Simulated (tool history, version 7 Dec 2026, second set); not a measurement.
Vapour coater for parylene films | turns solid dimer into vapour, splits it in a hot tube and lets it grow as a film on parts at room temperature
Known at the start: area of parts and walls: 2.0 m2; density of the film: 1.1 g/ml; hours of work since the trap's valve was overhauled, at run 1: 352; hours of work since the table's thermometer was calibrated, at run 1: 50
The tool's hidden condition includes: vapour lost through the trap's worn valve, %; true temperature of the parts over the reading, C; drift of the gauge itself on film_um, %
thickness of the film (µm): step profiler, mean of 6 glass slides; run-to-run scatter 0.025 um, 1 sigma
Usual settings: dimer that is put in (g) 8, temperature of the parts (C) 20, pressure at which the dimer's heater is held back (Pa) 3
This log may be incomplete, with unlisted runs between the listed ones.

run,day,dimer that is put in (g),temperature of the parts (C),pressure at which the dimer's heater is held back (Pa),hours of work since the trap's valve was overhauled,hours of work since the table's thermometer was calibrated,thickness of the film (µm)
1,0,8,20,3,352,50,2.73
2,1.954,8,22,3,373,71,2.72
3,3.208,8,22,3,386,84,2.67
# day 3.558: trap's valve overhauled
4,5.708,8,22,3,23,108,2.55
5,8.067,8,14,3,48,133,2.95
6,10.85,8,14,3,77,163,2.9
7,12.233,4,20,3,91,177,1.33
8,14.5,8,32,3,115,201,2.22
9,17.167,8,32,3,143,229,2.21
# day 19.725: trap's valve overhauled, once more
10,19.833,8,32,3,1,255,2.4
11,22.504,8,32,3,29,284,2.41
12,24.6,8,32,3,51,306,2.41
13,26.304,13,14,7.76,69,324,4.45
14,28.621,4,12,8.27,94,348,1.39
15,30.958,4,12,8.27,118,373,1.39
16,32.862,12,16,3.21,138,393,4.56
17,35.521,12,16,3.21,166,421,4.5
18,37.358,12,16,3.21,186,440,4.47
19,40.058,4,22,5.92,214,469,1.24

Here are 3 independent what-if runs from the current tool condition. What would each one return?
A,42.583,13,12,5.92,241,495,?
B,42.583,10,26,8.25,241,495,?
C,42.583,6,18,3.68,241,495,?

run,thickness of the film (µm)
A,4.7
B,2.76
C,2.1
With the hidden condition removed and each run's random variation left untouched, the same runs would have given:
run,thickness of the film (µm)
A,4.84
B,2.84
C,2.16
